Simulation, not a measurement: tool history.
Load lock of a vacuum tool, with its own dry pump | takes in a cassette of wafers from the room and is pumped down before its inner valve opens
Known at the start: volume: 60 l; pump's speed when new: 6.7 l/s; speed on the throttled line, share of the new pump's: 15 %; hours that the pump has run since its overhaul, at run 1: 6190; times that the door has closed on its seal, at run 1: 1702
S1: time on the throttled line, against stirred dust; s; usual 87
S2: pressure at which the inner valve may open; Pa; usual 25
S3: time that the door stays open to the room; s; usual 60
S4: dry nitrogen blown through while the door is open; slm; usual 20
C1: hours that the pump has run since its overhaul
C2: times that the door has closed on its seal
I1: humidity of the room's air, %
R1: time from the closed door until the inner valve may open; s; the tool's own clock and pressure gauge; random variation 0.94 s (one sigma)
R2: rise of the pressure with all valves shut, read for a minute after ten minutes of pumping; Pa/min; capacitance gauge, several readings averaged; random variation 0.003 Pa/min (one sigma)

run 1 day=0 | S1=87 S2=25 S3=60 S4=20 | C1=6190 C2=1702 | I1=47.6 | R1=154.1 R2=0.021
run 2 day=2.917 | S1=87 S2=25 S3=60 S4=20 | C1=6260 C2=1776 | I1=44.4 | R1=152.8 R2=0.03
run 3 day=6.554 | S1=87 S2=25 S3=221 S4=20 | C1=6347 C2=1868 | I1=43.2 | R1=152.4 R2=0.049
run 4 day=9.342 | S1=87 S2=25 S3=221 S4=20 | C1=6414 C2=1938 | I1=44.7 | R1=152.5 R2=0.054
run 5 day=14.383 | S1=87 S2=25 S3=221 S4=20 | C1=6535 C2=2066 | I1=49.6 | R1=152.5 R2=0.064
run 6 day=20 | S1=87 S2=25 S3=221 S4=20 | C1=6670 C2=2208 | I1=45.3 | R1=151.6 R2=0.06
run 7 day=24.796 | S1=87 S2=25 S3=221 S4=20 | C1=6785 C2=2329 | I1=46.3 | R1=153.8 R2=0.059
run 8 day=28.704 | S1=87 S2=25 S3=221 S4=20 | C1=6879 C2=2428 | I1=46.6 | R1=152.6 R2=0.054
run 9 day=32.004 | S1=87 S2=25 S3=225 S4=20 | C1=6958 C2=2511 | I1=45.9 | R1=154.2 R2=0.057
run 10 day=36.604 | S1=87 S2=25 S3=225 S4=20 | C1=7069 C2=2628 | I1=41.2 | R1=152.6 R2=0.052
run 11 day=41.692 | S1=87 S2=25 S3=60 S4=20 | C1=7191 C2=2756 | I1=42.3 | R1=152.3 R2=0.024
run 12 day=44.754 | S1=87 S2=25 S3=60 S4=20 | C1=7264 C2=2834 | I1=43.8 | R1=153.2 R2=0.025
run 13 day=47.254 | S1=87 S2=25 S3=60 S4=20 | C1=7324 C2=2897 | I1=43.1 | R1=153.9 R2=0.037
run 14 day=51.504 | S1=87 S2=25 S3=60 S4=20 | C1=7426 C2=3004 | I1=44.5 | R1=152 R2=0.032
run 15 day=54.321 | S1=87 S2=25 S3=60 S4=20 | C1=7494 C2=3076 | I1=45.7 | R1=151.9 R2=0.027
run 16 day=57.775 | S1=87 S2=25 S3=60 S4=20 | C1=7577 C2=3163 | I1=44.9 | R1=153.3 R2=0.03
run 17 day=62 | S1=87 S2=25 S3=60 S4=20 | C1=7678 C2=3270 | I1=44.6 | R1=151.4 R2=0.024
run 18 day=66.979 | S1=87 S2=25 S3=60 S4=20 | C1=7798 C2=3396 | I1=46.4 | R1=153.1 R2=0.028
run 19 day=69.542 | S1=162 S2=25 S3=60 S4=16 | C1=7859 C2=3461 | I1=44.6 | R1=216.9 R2=0.027
run 20 day=75.35 | S1=162 S2=25 S3=60 S4=16 | C1=7998 C2=3608 | I1=44.2 | R1=216.9 R2=0.032
run 21 day=79.562 | S1=128 S2=25 S3=100 S4=5 | C1=8100 C2=3714 | I1=42.9 | R1=186.4 R2=0.046
run 22 day=85.333 | S1=61 S2=23 S3=100 S4=5 | C1=8238 C2=3860 | I1=48.1 | R1=133.5 R2=0.054
run 23 day=90.292 | S1=110 S2=21 S3=95 S4=6 | C1=8357 C2=3985 | I1=42.4 | R1=173.9 R2=0.045
run 24 day=94.767 | S1=110 S2=21 S3=95 S4=6 | C1=8464 C2=4099 | I1=44.4 | R1=175.3 R2=0.052
run 25 day=98.525 | S1=110 S2=21 S3=95 S4=6 | C1=8555 C2=4194 | I1=43.8 | R1=173.4 R2=0.044
run 26 day=104.283 | S1=110 S2=21 S3=95 S4=6 | C1=8693 C2=4339 | I1=45.5 | R1=174.9 R2=0.051
run 27 day=109.483 | S1=110 S2=21 S3=95 S4=6 | C1=8818 C2=4471 | I1=45.5 | R1=174.4 R2=0.051
run 28 day=115.25 | S1=110 S2=21 S3=95 S4=6 | C1=8956 C2=4617 | I1=44.9 | R1=174.8 R2=0.049
run 29 day=118.342 | S1=110 S2=21 S3=67 S4=45 | C1=9030 C2=4695 | I1=45.9 | R1=174.4 R2=0.03
run 30 day=123.708 | S1=86 S2=21 S3=67 S4=35 | C1=9159 C2=4830 | I1=42.3 | R1=155.3 R2=0.025
run 31 day=128.9 | S1=95 S2=21 S3=67 S4=9 | C1=9284 C2=4962 | I1=45.3 | R1=163 R2=0.038
run 32 day=134.758 | S1=44 S2=28 S3=118 S4=6 | C1=9424 C2=5110 | I1=44.3 | R1=116.2 R2=0.059
run 33 day=140.346 | S1=87 S2=40 S3=60 S4=20 | C1=9558 C2=5251 | I1=48.3 | R1=149.6 R2=0.034
run 34 day=144.804 | S1=125 S2=21 S3=68 S4=7 | C1=9665 C2=5364 | I1=48.1 | R1=187.6 R2=0.048
run 35 day=148.712 | S1=87 S2=48 S3=63 S4=20 | C1=9759 C2=5463 | I1=44.4 | R1=147.2 R2=0.036
run 36 day=152.779 | S1=60 S2=27 S3=153 S4=20 | C1=9857 C2=5566 | I1=45.7 | R1=131.6 R2=0.053

5 ways to go on from here, each from the tool as it stands after run 36. What would each give?
run A day=158.608 | S1=124 S2=27 S3=190 S4=13 | C1=9997 C2=5713 | I1=47.6 | R1=? R2=?
run B day=158.608 | S1=55 S2=25 S3=60 S4=20 | C1=9997 C2=5713 | I1=42.3 | R1=? R2=?
run C day=158.608 | S1=67 S2=25 S3=60 S4=20 | C1=9997 C2=5713 | I1=46.3 | R1=? R2=?
run D day=158.608 | S1=87 S2=25 S3=60 S4=6 | C1=9997 C2=5713 | I1=46.3 | R1=? R2=?
run E day=158.608 | S1=56 S2=27 S3=76 S4=8 | C1=9997 C2=5713 | I1=47.5 | R1=? R2=?

run=A R1=185.1 R2=0.074
run=B R1=127.6 R2=0.032
run=C R1=137.5 R2=0.035
run=D R1=153.1 R2=0.045
run=E R1=127 R2=0.052
Without the tool's hidden state the same runs would have given:
run=A R1=179.7 R2=0.06
run=B R1=121.2 R2=0.018
run=C R1=131.3 R2=0.021
run=D R1=147.2 R2=0.032
run=E R1=120.8 R2=0.038
